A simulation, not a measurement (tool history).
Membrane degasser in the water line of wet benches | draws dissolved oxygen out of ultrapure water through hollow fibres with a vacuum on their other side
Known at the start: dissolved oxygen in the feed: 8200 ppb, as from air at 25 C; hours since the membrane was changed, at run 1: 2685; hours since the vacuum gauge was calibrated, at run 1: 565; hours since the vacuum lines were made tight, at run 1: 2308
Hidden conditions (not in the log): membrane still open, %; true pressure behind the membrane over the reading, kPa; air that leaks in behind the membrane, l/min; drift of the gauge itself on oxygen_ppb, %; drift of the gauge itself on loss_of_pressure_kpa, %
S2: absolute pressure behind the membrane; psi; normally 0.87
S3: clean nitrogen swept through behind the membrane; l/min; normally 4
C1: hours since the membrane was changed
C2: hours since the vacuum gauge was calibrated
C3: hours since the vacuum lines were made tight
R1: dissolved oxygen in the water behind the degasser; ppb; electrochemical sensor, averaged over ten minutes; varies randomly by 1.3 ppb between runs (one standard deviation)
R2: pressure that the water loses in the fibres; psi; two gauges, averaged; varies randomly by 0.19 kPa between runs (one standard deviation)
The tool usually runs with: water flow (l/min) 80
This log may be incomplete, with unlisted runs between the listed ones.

Run 1, hour 0: usual settings; C1 2685; C2 565; C3 2308. Result: R1 133.4 ppb, R2 5.786 psi.
Run 2, hour 119.7: usual settings; C1 2805; C2 684; C3 2427. Result: R1 136.9 ppb, R2 5.78 psi.
Run 3, hour 339.4: usual settings but water flow (l/min) 103; C1 3025; C2 904; C3 2647. Result: R1 174 ppb, R2 7.519 psi.
Run 4, hour 504.3: usual settings; C1 3190; C2 1069; C3 2812. Result: R1 137.4 ppb, R2 5.896 psi.
Run 5, hour 629.2: usual settings; C1 3315; C2 1194; C3 2937. Result: R1 137.2 ppb, R2 5.889 psi.
Run 6, hour 852.6: usual settings; C1 3538; C2 1417; C3 3160. Result: R1 138 ppb, R2 5.894 psi.
Run 7, hour 1060.7: usual settings but S3 2.27 l/min; C1 3746; C2 1625; C3 3368. Result: R1 217.6 ppb, R2 5.907 psi.
Run 8, hour 1247: usual settings but S3 2.27 l/min; C1 3932; C2 1812; C3 3555. Result: R1 217.6 ppb, R2 5.884 psi.
Run 9, hour 1372.5: usual settings but S3 2.27 l/min; C1 4058; C2 1937; C3 3680. Result: R1 223 ppb, R2 5.954 psi.
Run 10, hour 1500.6: usual settings but S3 2.27 l/min; C1 4186; C2 2065; C3 3808. Result: R1 222.9 ppb, R2 5.992 psi.
Run 11, hour 1616.2: usual settings but water flow (l/min) 90, S2 1.288 psi, S3 2.9 l/min; C1 4301; C2 2181; C3 3924. Result: R1 382.2 ppb, R2 6.662 psi.
Run 12, hour 1837: usual settings but water flow (l/min) 113, S2 1.288 psi, S3 7.15 l/min; C1 4522; C2 2402; C3 4145. Result: R1 235.3 ppb, R2 8.411 psi.
Run 13, hour 2037.5: usual settings but water flow (l/min) 78, S2 0.685 psi, S3 2.28 l/min; C1 4723; C2 2602; C3 4345. Result: R1 131.6 ppb, R2 5.774 psi.
Run 14, hour 2225.5: usual settings but water flow (l/min) 78, S2 1.056 psi, S3 2.52 l/min; C1 4911; C2 2790; C3 4533. Result: R1 282.6 ppb, R2 5.8 psi.

What does the tool deliver on the next run?
At hour 2244.3: vacuum gauge calibrated.
Run 15, hour 2357.7: usual settings but S2 0.966 psi; C1 5042; C2 113; C3 4665. Result: R1 ?, R2 ?.

Run 15 yielded R1 178.1 ppb, R2 5.944 psi.
Minus the tool's unlogged condition, the same run would have read R1 156.7 ppb, R2 5.649 psi.
